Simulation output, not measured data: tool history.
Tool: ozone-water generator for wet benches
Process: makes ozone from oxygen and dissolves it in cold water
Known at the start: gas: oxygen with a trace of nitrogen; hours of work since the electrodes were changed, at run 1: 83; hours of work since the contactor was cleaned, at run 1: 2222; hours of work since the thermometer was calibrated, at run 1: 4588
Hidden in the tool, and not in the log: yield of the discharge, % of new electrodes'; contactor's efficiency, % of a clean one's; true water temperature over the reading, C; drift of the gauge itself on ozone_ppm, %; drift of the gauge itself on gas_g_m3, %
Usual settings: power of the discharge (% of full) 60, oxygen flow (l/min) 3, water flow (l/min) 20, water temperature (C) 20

| run | hour | power of the discharge (% of full) | oxygen flow (l/min) | water flow (l/min) | water temperature (C) | hours of work since the electrodes were changed | hours of work since the contactor was cleaned | hours of work since the thermometer was calibrated | dissolved ozone (ppm) | ozone in the gas ahead of the water (g/m3) |
|---|---|---|---|---|---|---|---|---|---|---|
| 1 | 0 | 60 | 3 | 20 | 20 | 83 | 2222 | 4588 | 16.1 | 242.2 |
| 2 | 38.3 | 60 | 3 | 20 | 20 | 106 | 2245 | 4611 | 16.4 | 238.9 |
| 3 | 61.6 | 60 | 3 | 20 | 20 | 120 | 2259 | 4625 | 16.4 | 238.4 |
| 4 | 91.4 | 60 | 3 | 26 | 20 | 138 | 2277 | 4643 | 13 | 241.4 |
| 5 | 108.6 | 46 | 3 | 20 | 20 | 148 | 2288 | 4653 | 14.1 | 209.9 |
| 6 | 134.8 | 46 | 3 | 20 | 20 | 164 | 2303 | 4669 | 14.1 | 207.1 |
| 7 | 160.7 | 46 | 3 | 20 | 20 | 180 | 2319 | 4684 | 14.1 | 207.2 |
| 8 | 194.5 | 46 | 3 | 20 | 20 | 200 | 2339 | 4705 | 14.3 | 207.5 |
| 9 | 230.2 | 46 | 3 | 20 | 20 | 221 | 2361 | 4726 | 13.9 | 207.2 |
| 10 | 258.9 | 46 | 3 | 20 | 20 | 239 | 2378 | 4743 | 14 | 208.9 |
| 11 | 299.2 | 60 | 1.52 | 20 | 20 | 263 | 2402 | 4768 | 13.7 | 327.9 |
| 12 | 338 | 60 | 3 | 20 | 19 | 286 | 2426 | 4791 | 16.5 | 239.4 |
| 13 | 364.7 | 60 | 3 | 20 | 20 | 302 | 2442 | 4807 | 16.2 | 240.2 |
| 14 | 400.8 | 60 | 3 | 20 | 20 | 324 | 2463 | 4829 | 16.2 | 238.1 |
| 15 | 428.5 | 60 | 3 | 20 | 20 | 341 | 2480 | 4845 | 16.2 | 237 |
| 16 | 448.8 | 60 | 3 | 30 | 20 | 353 | 2492 | 4858 | 11.1 | 239.8 |
| 17 | 488.7 | 51 | 2.02 | 30 | 20 | 377 | 2516 | 4882 | 9.2 | 261.4 |
| 18 | 520.1 | 51 | 2.02 | 30 | 20 | 396 | 2535 | 4900 | 9.1 | 262.6 |
| 19 | 551.1 | 41 | 2.39 | 16 | 21 | 414 | 2554 | 4919 | 15.1 | 216.9 |
| 20 | 592.5 | 41 | 4.36 | 15 | 28 | 439 | 2579 | 4944 | 14.8 | 164 |
| 21 | 619.8 | 41 | 1.82 | 21 | 12 | 455 | 2595 | 4960 | 11.5 | 246.5 |
| 22 | 647.7 | 41 | 1.82 | 21 | 12 | 472 | 2612 | 4977 | 11.5 | 247.5 |
| 23 | 673.1 | 98 | 1.68 | 17 | 20 | 487 | 2627 | 4992 | 20.9 | 402.6 |
| 24 | 696.4 | 98 | 1.94 | 23 | 20 | 501 | 2641 | 5006 | 16.8 | 378.3 |
| 25 | 727.7 | 98 | 1.94 | 23 | 20 | 520 | 2660 | 5025 | 16.5 | 377.9 |
| 26 | 749.7 | 98 | 1.94 | 16 | 20 | 533 | 2673 | 5038 | 23 | 380.3 |
| 27 | 789.2 | 98 | 1.94 | 16 | 20 | 557 | 2697 | 5062 | 22.8 | 382.5 |
| 28 | 816.9 | 98 | 1.94 | 16 | 20 | 574 | 2713 | 5079 | 23 | 378.2 |
| 29 | 837.1 | 98 | 1.94 | 16 | 20 | 586 | 2726 | 5091 | 22.9 | 379.5 |
| 30 | 867.9 | 40 | 2.76 | 19 | 13 | 605 | 2744 | 5109 | 14.3 | 199.6 |
| 31 | 900.4 | 40 | 4.11 | 19 | 13 | 624 | 2764 | 5129 | 15.6 | 165.8 |
| 32 | 923.8 | 60 | 3 | 19 | 20 | 638 | 2778 | 5143 | 16.5 | 236.6 |

5 ways to go on from here, each from the tool as it stands after run 32. What would each give?
| A | 945.2 | 54 | 4.1 | 19 | 20 | 651 | 2791 | 5156 | ? | ? |
| B | 945.2 | 60 | 3.36 | 20 | 20 | 651 | 2791 | 5156 | ? | ? |
| C | 945.2 | 68 | 2.57 | 32 | 20 | 651 | 2791 | 5156 | ? | ? |
| D | 945.2 | 46 | 4.19 | 19 | 20 | 651 | 2791 | 5156 | ? | ? |
| E | 945.2 | 60 | 3 | 19 | 27 | 651 | 2791 | 5156 | ? | ? |

| run | dissolved ozone (ppm) | ozone in the gas ahead of the water (g/m3) |
|---|---|---|
| A | 16.6 | 194.4 |
| B | 16.5 | 225.7 |
| C | 10.8 | 273.9 |
| D | 15.4 | 175.5 |
| E | 15.6 | 237.6 |
Without the tool's hidden state the same runs would have given:
| run | dissolved ozone (ppm) | ozone in the gas ahead of the water (g/m3) |
|---|---|---|
| A | 17.2 | 196.7 |
| B | 17.1 | 228.5 |
| C | 11.2 | 277.5 |
| D | 16 | 177.3 |
| E | 16.2 | 240.5 |

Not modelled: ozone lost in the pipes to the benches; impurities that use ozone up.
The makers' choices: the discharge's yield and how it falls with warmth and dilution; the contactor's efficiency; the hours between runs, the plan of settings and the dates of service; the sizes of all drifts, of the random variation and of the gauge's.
